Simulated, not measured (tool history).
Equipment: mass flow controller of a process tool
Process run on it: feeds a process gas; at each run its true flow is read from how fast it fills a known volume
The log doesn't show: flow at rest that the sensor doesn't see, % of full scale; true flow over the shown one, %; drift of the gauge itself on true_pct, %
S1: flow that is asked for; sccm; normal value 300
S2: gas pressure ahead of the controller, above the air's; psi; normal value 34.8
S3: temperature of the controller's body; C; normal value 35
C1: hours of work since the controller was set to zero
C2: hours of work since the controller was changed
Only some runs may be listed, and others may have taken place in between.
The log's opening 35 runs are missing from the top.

run 36 day=266.088 | S1=60 S2=36.4 S3=28 | C1=888 C2=5894 | true_flow_(%)=98.65
run 37 day=275.375 | S1=60 S2=36.4 S3=28 | C1=1001 C2=6007 | true_flow_(%)=98.64
run 38 day=281.604 | S1=54 S2=36.4 S3=33 | C1=1076 C2=6083 | true_flow_(%)=99.19
run 39 day=290.921 | S1=54 S2=36.4 S3=33 | C1=1190 C2=6196 | true_flow_(%)=99.30
run 40 day=297.558 | S1=54 S2=36.4 S3=33 | C1=1270 C2=6277 | true_flow_(%)=99.54
run 41 day=307.704 | S1=54 S2=36.4 S3=33 | C1=1394 C2=6400 | true_flow_(%)=99.59
run 42 day=318.179 | S1=476 S2=40.3 S3=21 | C1=1521 C2=6527 | true_flow_(%)=99.74
run 43 day=323.925 | S1=331 S2=27.7 S3=26 | C1=1591 C2=6597 | true_flow_(%)=98.67
run 44 day=330.288 | S1=331 S2=27.7 S3=26 | C1=1669 C2=6675 | true_flow_(%)=98.73
run 45 day=340.696 | S1=341 S2=34.8 S3=22 | C1=1795 C2=6801 | true_flow_(%)=98.67
run 46 day=349.975 | S1=52 S2=34.1 S3=25 | C1=1908 C2=6914 | true_flow_(%)=99.32
run 47 day=361.179 | S1=52 S2=34.1 S3=25 | C1=2044 C2=7051 | true_flow_(%)=99.37

3 ways to go on from here, each from the tool as it stands after run 47. What would each give?
run A day=366.308 | S1=124 S2=26.0 S3=27 | C1=2107 C2=7113 | true_flow_(%)=?
run B day=366.308 | S1=334 S2=40.2 S3=23 | C1=2107 C2=7113 | true_flow_(%)=?
run C day=366.308 | S1=300 S2=34.8 S3=28 | C1=2107 C2=7113 | true_flow_(%)=?

run=A true_flow_(%)=98.16
run=B true_flow_(%)=99.03
run=C true_flow_(%)=99.07
Without the tool's unlogged condition, the same runs would have read:
run=A true_flow_(%)=97.64
run=B true_flow_(%)=99.26
run=C true_flow_(%)=99.25
